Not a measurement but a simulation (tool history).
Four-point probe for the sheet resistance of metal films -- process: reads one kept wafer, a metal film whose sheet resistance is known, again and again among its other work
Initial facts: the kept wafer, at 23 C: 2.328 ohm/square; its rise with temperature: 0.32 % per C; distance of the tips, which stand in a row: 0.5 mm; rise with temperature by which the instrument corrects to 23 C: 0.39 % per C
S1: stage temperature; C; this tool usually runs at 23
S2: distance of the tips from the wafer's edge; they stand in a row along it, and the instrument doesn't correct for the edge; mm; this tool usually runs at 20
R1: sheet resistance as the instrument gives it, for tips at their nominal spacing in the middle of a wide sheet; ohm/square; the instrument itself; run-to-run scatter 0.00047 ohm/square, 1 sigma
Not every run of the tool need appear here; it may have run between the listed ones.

{"run": 1, "hour": 0.0, "S1": 23, "S2": 20, "R1": 2.329293}
{"run": 2, "hour": 11.3, "S1": 23, "S2": 23, "R1": 2.329652}
{"run": 3, "hour": 25.0, "S1": 23, "S2": 23, "R1": 2.329802}
{"run": 4, "hour": 35.5, "S1": 23, "S2": 23, "R1": 2.330462}
{"run": 5, "hour": 47.5, "S1": 31, "S2": 23, "R1": 2.316565}
{"run": 6, "hour": 57.2, "S1": 31, "S2": 23, "R1": 2.316828}
{"run": 7, "hour": 77.4, "S1": 31, "S2": 23, "R1": 2.317746}
{"run": 8, "hour": 88.6, "S1": 31, "S2": 23, "R1": 2.317384}
{"run": 9, "hour": 102.7, "S1": 23, "S2": 20, "R1": 2.330719}
{"run": 10, "hour": 119.6, "S1": 23, "S2": 20, "R1": 2.330711}
{"run": 11, "hour": 135.0, "S1": 23, "S2": 20, "R1": 2.330873}
{"run": 12, "hour": 144.0, "S1": 23, "S2": 20, "R1": 2.331011}
{"run": 13, "hour": 163.0, "S1": 23, "S2": 19, "R1": 2.332449}
{"run": 14, "hour": 183.3, "S1": 23, "S2": 19, "R1": 2.332283}
{"run": 15, "hour": 202.8, "S1": 23, "S2": 19, "R1": 2.333148}
{"run": 16, "hour": 218.1, "S1": 23, "S2": 20, "R1": 2.332164}
{"run": 17, "hour": 227.8, "S1": 23, "S2": 20, "R1": 2.331982}
{"run": 18, "hour": 244.1, "S1": 23, "S2": 20, "R1": 2.332928}
{"run": 19, "hour": 256.3, "S1": 23, "S2": 52, "R1": 2.332304}
{"run": 20, "hour": 274.4, "S1": 23, "S2": 52, "R1": 2.332884}
{"run": 21, "hour": 288.7, "S1": 23, "S2": 52, "R1": 2.332231}
{"run": 22, "hour": 308.8, "S1": 23, "S2": 20, "R1": 2.334229}
{"run": 23, "hour": 328.5, "S1": 23, "S2": 20, "R1": 2.334705}
{"run": 24, "hour": 344.0, "S1": 18, "S2": 34, "R1": 2.342403}
{"run": 25, "hour": 354.0, "S1": 28, "S2": 13, "R1": 2.326993}
{"run": 26, "hour": 363.1, "S1": 28, "S2": 13, "R1": 2.327511}
{"run": 27, "hour": 379.2, "S1": 28, "S2": 13, "R1": 2.328353}
{"run": 28, "hour": 390.9, "S1": 28, "S2": 43, "R1": 2.325791}
{"run": 29, "hour": 401.5, "S1": 28, "S2": 43, "R1": 2.325546}
{"run": 30, "hour": 412.6, "S1": 19, "S2": 10, "R1": 2.344006}
{"run": 31, "hour": 422.8, "S1": 22, "S2": 45, "R1": 2.336427}
{"run": 32, "hour": 431.8, "S1": 22, "S2": 45, "R1": 2.336549}
{"run": 33, "hour": 449.9, "S1": 19, "S2": 8, "R1": 2.347264}
{"run": 34, "hour": 461.7, "S1": 30, "S2": 10, "R1": 2.326139}
{"run": 35, "hour": 476.0, "S1": 30, "S2": 10, "R1": 2.326874}
{"run": 36, "hour": 496.1, "S1": 27, "S2": 21, "R1": 2.328621}
{"run": 37, "hour": 512.5, "S1": 32, "S2": 58, "R1": 2.321009}
{"run": 38, "hour": 527.2, "S1": 21, "S2": 38, "R1": 2.339216}
{"run": 39, "hour": 545.6, "S1": 21, "S2": 38, "R1": 2.339826}
{"run": 40, "hour": 562.2, "S1": 25, "S2": 24, "R1": 2.332886}
{"run": 41, "hour": 571.9, "S1": 25, "S2": 24, "R1": 2.334516}
{"run": 42, "hour": 590.3, "S1": 20, "S2": 20, "R1": 2.34257}
{"run": 43, "hour": 598.6, "S1": 29, "S2": 12, "R1": 2.32976}
{"run": 44, "hour": 618.4, "S1": 34, "S2": 5, "R1": 2.332059}
{"run": 45, "hour": 633.4, "S1": 27, "S2": 3, "R1": 2.365165}
{"run": 46, "hour": 643.4, "S1": 27, "S2": 3, "R1": 2.363616}

Each row is a separate what-if for the run after 46, all from the same tool condition, not one after another. Results?
{"run": "A", "hour": 656.2, "S1": 23, "S2": 3, "R1": "?"}
{"run": "B", "hour": 656.2, "S1": 29, "S2": 21, "R1": "?"}
{"run": "C", "hour": 656.2, "S1": 20, "S2": 66, "R1": "?"}

run=A R1=2.371472
run=B R1=2.327861
run=C R1=2.3432
Without the tool's hidden state the same runs would have given:
run=A R1=2.362071
run=B R1=2.318661
run=C R1=2.333884
